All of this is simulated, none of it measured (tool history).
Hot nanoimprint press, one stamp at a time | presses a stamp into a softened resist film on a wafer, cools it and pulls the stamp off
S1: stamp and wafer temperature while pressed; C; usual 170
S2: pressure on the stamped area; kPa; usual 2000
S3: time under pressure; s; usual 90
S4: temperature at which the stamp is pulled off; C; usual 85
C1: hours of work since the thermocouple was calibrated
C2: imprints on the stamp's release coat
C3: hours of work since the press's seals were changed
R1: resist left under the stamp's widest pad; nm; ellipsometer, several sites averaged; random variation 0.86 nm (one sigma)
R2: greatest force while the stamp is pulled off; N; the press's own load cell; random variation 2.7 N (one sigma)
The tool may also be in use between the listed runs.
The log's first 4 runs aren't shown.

run 5 hour=27.5 | S1=170 S2=2000 S3=90 S4=85 | C1=226 C2=870 C3=166 | R1=188.7 R2=169
run 6 hour=34.0 | S1=170 S2=2000 S3=94 S4=85 | C1=231 C2=904 C3=171 | R1=185.9 R2=169
run 7 hour=39.4 | S1=170 S2=2000 S3=94 S4=85 | C1=234 C2=932 C3=174 | R1=185.9 R2=173
run 8 hour=48.2 | S1=170 S2=1360 S3=90 S4=85 | C1=241 C2=978 C3=181 | R1=217.0 R2=168
run 9 hour=58.6 | S1=170 S2=2000 S3=90 S4=85 | C1=248 C2=1032 C3=188 | R1=188.8 R2=170
run 10 hour=65.3 | S1=170 S2=2650 S3=90 S4=85 | C1=253 C2=1067 C3=193 | R1=169.8 R2=175
run 11 hour=75.0 | S1=161 S2=2000 S3=90 S4=85 | C1=260 C2=1118 C3=200 | R1=244.9 R2=176
run 12 hour=85.0 | S1=161 S2=2000 S3=90 S4=85 | C1=267 C2=1170 C3=207 | R1=245.7 R2=180
run 13 hour=94.8 | S1=161 S2=2000 S3=90 S4=85 | C1=274 C2=1222 C3=214 | R1=244.4 R2=175
run 14 hour=100.0 | S1=164 S2=2000 S3=90 S4=85 | C1=278 C2=1249 C3=218 | R1=226.3 R2=181
run 15 hour=106.5 | S1=170 S2=2000 S3=90 S4=86 | C1=282 C2=1283 C3=222 | R1=190.3 R2=178
run 16 hour=111.7 | S1=165 S2=1870 S3=164 S4=90 | C1=286 C2=1310 C3=226 | R1=186.4 R2=179
run 17 hour=121.5 | S1=159 S2=1610 S3=90 S4=85 | C1=293 C2=1361 C3=233 | R1=274.1 R2=180
run 18 hour=131.4 | S1=170 S2=2000 S3=139 S4=91 | C1=300 C2=1413 C3=240 | R1=162.0 R2=170
run 19 hour=138.7 | S1=170 S2=2000 S3=139 S4=91 | C1=305 C2=1451 C3=245 | R1=163.6 R2=175
run 20 hour=148.4 | S1=170 S2=2000 S3=139 S4=91 | C1=312 C2=1502 C3=252 | R1=163.3 R2=177
-- hour=152.1 plate thermocouple calibrated
run 21 hour=160.2 | S1=159 S2=2000 S3=139 S4=92 | C1=6 C2=1548 C3=259 | R1=238.4 R2=173

Forecast run 22:
run 22 hour=167.1 | S1=170 S2=2100 S3=129 S4=83 | C1=11 C2=1583 C3=263 | R1=? R2=?

Run 22 gave R1 169.3 nm, R2 195 N.
Without the tool's hidden state the same run would have given R1 157.3 nm, R2 153 N.

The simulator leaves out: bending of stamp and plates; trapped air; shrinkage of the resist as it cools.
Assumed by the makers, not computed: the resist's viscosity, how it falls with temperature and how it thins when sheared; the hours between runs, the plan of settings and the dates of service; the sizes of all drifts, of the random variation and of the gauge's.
